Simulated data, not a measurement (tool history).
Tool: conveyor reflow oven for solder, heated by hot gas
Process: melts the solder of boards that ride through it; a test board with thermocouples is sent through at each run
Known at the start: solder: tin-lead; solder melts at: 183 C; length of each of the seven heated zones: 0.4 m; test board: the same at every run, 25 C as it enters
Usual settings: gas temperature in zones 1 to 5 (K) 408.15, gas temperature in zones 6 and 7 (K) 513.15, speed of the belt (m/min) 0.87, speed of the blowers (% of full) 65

| run | hour | gas temperature in zones 1 to 5 (K) | gas temperature in zones 6 and 7 (K) | speed of the belt (m/min) | speed of the blowers (% of full) | highest temperature of the board (K) | time above the solder's melting point (s) |
|---|---|---|---|---|---|---|---|
| 1 | 0 | 408.15 | 513.15 | 0.87 | 65 | 499.25 | 46.1 |
| 2 | 18.7 | 408.15 | 513.15 | 0.87 | 65 | 499.55 | 45.7 |
| 3 | 46 | 408.15 | 513.15 | 0.876 | 65 | 498.65 | 45.5 |
| 4 | 62.7 | 408.15 | 513.15 | 0.876 | 65 | 498.95 | 45.5 |
| 5 | 80.7 | 408.15 | 513.15 | 0.87 | 65 | 499.35 | 45.8 |
| 6 | 97.4 | 408.15 | 513.15 | 0.87 | 65 | 499.35 | 45.9 |
| 7 | 117 | 408.15 | 513.15 | 0.87 | 65 | 499.05 | 46 |
| 8 | 149.7 | 408.15 | 513.15 | 0.87 | 65 | 499.15 | 45.8 |
| 9 | 172.1 | 408.15 | 513.15 | 0.87 | 65 | 499.45 | 45.9 |
| 10 | 191.6 | 408.15 | 513.15 | 0.87 | 65 | 499.05 | 45.9 |
| 11 | 211 | 408.15 | 513.15 | 0.87 | 65 | 499.25 | 46 |
| 12 | 243.3 | 408.15 | 513.15 | 0.87 | 65 | 498.85 | 46.1 |
| 13 | 270.7 | 408.15 | 513.15 | 0.87 | 65 | 499.45 | 45.9 |
| 14 | 289.4 | 421.15 | 519.15 | 0.957 | 80 | 506.15 | 47.3 |
| 15 | 313.6 | 421.15 | 519.15 | 0.957 | 80 | 506.55 | 47.4 |
| 16 | 335.6 | 403.15 | 504.15 | 0.957 | 80 | 490.05 | 36.5 |
| 17 | 353.1 | 408.15 | 518.15 | 0.87 | 65 | 503.85 | 48 |
| 18 | 384.4 | 411.15 | 510.15 | 0.87 | 65 | 496.85 | 46 |
| 19 | 399.7 | 411.15 | 510.15 | 0.965 | 70 | 494.65 | 39.8 |
| 20 | 422.7 | 396.15 | 513.15 | 0.867 | 75 | 499.55 | 43.9 |
| 21 | 454.1 | 396.15 | 513.15 | 0.867 | 75 | 499.25 | 43.8 |
|  | 486 | flux residue cleaned out of gas plates and filters |
| 22 | 486.8 | 396.15 | 513.15 | 0.867 | 75 | 501.15 | 44.9 |
| 23 | 518 | 396.15 | 505.15 | 0.787 | 58 | 493.65 | 45.4 |
| 24 | 541.2 | 408.15 | 527.15 | 0.961 | 55 | 506.95 | 44.5 |
| 25 | 560.5 | 408.15 | 509.15 | 0.968 | 53 | 490.25 | 36.7 |
| 26 | 588.7 | 408.15 | 503.15 | 0.718 | 59 | 495.55 | 54.8 |

Forecast each of these 4 alternatives for the next run:
| A | 606.9 | 401.15 | 513.15 | 0.87 | 65 | ? | ? |
| B | 606.9 | 404.15 | 519.15 | 0.87 | 53 | ? | ? |
| C | 606.9 | 408.15 | 513.15 | 1.031 | 65 | ? | ? |
| D | 606.9 | 408.15 | 503.15 | 0.718 | 59 | ? | ? |

| run | highest temperature of the board (K) | time above the solder's melting point (s) |
|---|---|---|
| A | 499.45 | 44.7 |
| B | 502.65 | 46.6 |
| C | 494.85 | 36.8 |
| D | 496.15 | 55.3 |
Without the tool's hidden state the same runs would have given:
| run | highest temperature of the board (K) | time above the solder's melting point (s) |
|---|---|---|
| A | 496.75 | 42.5 |
| B | 499.85 | 44.4 |
| C | 492.15 | 34.8 |
| D | 493.35 | 52.6 |
